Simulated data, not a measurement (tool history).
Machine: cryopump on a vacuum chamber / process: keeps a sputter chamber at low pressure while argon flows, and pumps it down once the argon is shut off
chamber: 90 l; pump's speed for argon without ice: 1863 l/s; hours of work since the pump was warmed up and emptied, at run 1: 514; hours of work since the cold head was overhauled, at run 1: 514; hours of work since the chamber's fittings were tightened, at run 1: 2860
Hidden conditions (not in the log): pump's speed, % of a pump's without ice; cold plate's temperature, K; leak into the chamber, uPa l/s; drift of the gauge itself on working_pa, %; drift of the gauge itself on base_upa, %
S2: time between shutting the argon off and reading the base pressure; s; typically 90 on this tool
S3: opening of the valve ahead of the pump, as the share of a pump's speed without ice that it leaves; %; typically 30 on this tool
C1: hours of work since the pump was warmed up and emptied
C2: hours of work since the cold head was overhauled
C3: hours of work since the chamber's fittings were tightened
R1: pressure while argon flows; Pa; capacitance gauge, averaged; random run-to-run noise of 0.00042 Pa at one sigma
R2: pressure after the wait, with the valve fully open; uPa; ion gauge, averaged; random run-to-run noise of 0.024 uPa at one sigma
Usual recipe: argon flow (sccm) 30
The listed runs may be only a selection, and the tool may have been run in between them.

Run 1, hour 0: usual settings; C1 514; C2 514; C3 2860. Result: R1 0.0942 Pa, R2 1.73 uPa.
Run 2, hour 15: usual settings but argon flow (sccm) 18; C1 525; C2 525; C3 2871. Result: R1 0.0562 Pa, R2 1.72 uPa.
Run 3, hour 32.2: usual settings but S3 48 %; C1 538; C2 538; C3 2884. Result: R1 0.0605 Pa, R2 1.75 uPa.
Run 4, hour 58.7: usual settings but S3 48 %; C1 558; C2 558; C3 2904. Result: R1 0.0603 Pa, R2 1.77 uPa.
Run 5, hour 72.4: usual settings; C1 569; C2 569; C3 2914. Result: R1 0.0948 Pa, R2 1.79 uPa.
Run 6, hour 102.2: usual settings; C1 591; C2 591; C3 2937. Result: R1 0.0958 Pa, R2 1.86 uPa.
Run 7, hour 116.7: usual settings; C1 602; C2 602; C3 2948. Result: R1 0.0952 Pa, R2 1.84 uPa.
Run 8, hour 147.7: usual settings; C1 626; C2 626; C3 2971. Result: R1 0.0954 Pa, R2 1.79 uPa.
Run 9, hour 169.6: usual settings but argon flow (sccm) 21, S2 26 s, S3 58 %; C1 642; C2 642; C3 2988. Result: R1 0.037 Pa, R2 3.79 uPa.
Run 10, hour 194.1: usual settings but argon flow (sccm) 21, S2 26 s, S3 58 %; C1 661; C2 661; C3 3007. Result: R1 0.0358 Pa, R2 3.76 uPa.
Run 11, hour 219.3: usual settings but argon flow (sccm) 40, S2 66 s, S3 28 %; C1 680; C2 680; C3 3026. Result: R1 0.1366 Pa, R2 2.1 uPa.
Run 12, hour 244.3: usual settings but S3 59 %; C1 699; C2 699; C3 3045. Result: R1 0.0517 Pa, R2 1.87 uPa.
Run 13, hour 265.5: usual settings but argon flow (sccm) 18, S2 81 s; C1 715; C2 715; C3 3061. Result: R1 0.058 Pa, R2 2.03 uPa.
At hour 295.3: pump warmed up, emptied and cooled again.
Run 14, hour 297.6: usual settings but argon flow (sccm) 18, S2 81 s; C1 2; C2 735; C3 3081. Result: R1 0.0549 Pa, R2 1.81 uPa.
Run 15, hour 326.9: usual settings but argon flow (sccm) 56, S2 182 s, S3 25 %; C1 24; C2 758; C3 3103. Result: R1 0.2054 Pa, R2 1.28 uPa.

Each row is a separate what-if for the run after 15, all from the same tool condition, not one after another. Results?
Run A, hour 346.1: usual settings but argon flow (sccm) 56, S2 120 s, S3 23 %; C1 38; C2 772; C3 3118. Result: R1 ?, R2 ?.
Run B, hour 346.1: usual settings but argon flow (sccm) 23, S2 112 s, S3 28 %; C1 38; C2 772; C3 3118. Result: R1 ?, R2 ?.
Run C, hour 346.1: usual settings but argon flow (sccm) 37, S2 34 s, S3 19 %; C1 38; C2 772; C3 3118. Result: R1 ?, R2 ?.
Run D, hour 346.1: usual settings but S2 28 s; C1 38; C2 772; C3 3118. Result: R1 ?, R2 ?.

run      R1    R2
  A  0.2217  1.58
  B  0.0753  1.59
  C  0.1772  3.01
  D  0.0914  3.42
The same runs, with their run-to-run variation unchanged, on a tool lacking any hidden condition would have given:
run      R1    R2
  A  0.2203  0.76
  B  0.0747  0.78
  C  0.1763   2.2
  D  0.0906  2.62
